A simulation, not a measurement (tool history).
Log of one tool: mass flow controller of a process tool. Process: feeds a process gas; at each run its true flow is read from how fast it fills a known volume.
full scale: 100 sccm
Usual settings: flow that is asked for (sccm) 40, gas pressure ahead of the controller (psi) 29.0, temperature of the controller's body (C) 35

run	hour	flow that is asked for (sccm)	gas pressure ahead of the controller (psi)	temperature of the controller's body (C)	true flow (%)
1	0.0	40	29.0	35	99.68
2	185.9	40	27.6	35	99.58
# hour 310.0: controller's zero set anew
3	369.8	40	27.6	35	99.73
4	796.1	40	27.6	35	99.66
5	1130.0	40	27.6	24	99.19
6	1343.9	12	29.0	35	99.27
7	1589.4	40	30.2	35	99.41
8	1887.6	40	30.2	40	99.61
9	2135.9	40	30.2	40	99.60
10	2346.4	40	30.2	40	99.57
11	2525.9	40	23.6	35	99.37
12	2822.9	65	23.6	20	99.11
13	3030.8	20	29.0	35	98.94
14	3387.6	28	29.0	27	98.80
15	3771.1	86	26.4	38	99.70
16	3985.6	10	29.0	35	98.85
17	4359.9	10	29.0	35	98.66
18	4537.5	32	32.2	31	98.72

Forecast each of these 5 alternatives for the next run:
A	4844.4	40	37.1	35	?
B	4844.4	32	26.0	36	?
C	4844.4	40	21.2	23	?
D	4844.4	19	25.8	32	?
E	4844.4	12	36.8	36	?

run	true flow (%)
A	99.07
B	98.80
C	98.51
D	98.68
E	98.79
Without the tool's hidden state the same runs would have given:
run	true flow (%)
A	99.84
B	99.58
C	99.28
D	99.46
E	99.56

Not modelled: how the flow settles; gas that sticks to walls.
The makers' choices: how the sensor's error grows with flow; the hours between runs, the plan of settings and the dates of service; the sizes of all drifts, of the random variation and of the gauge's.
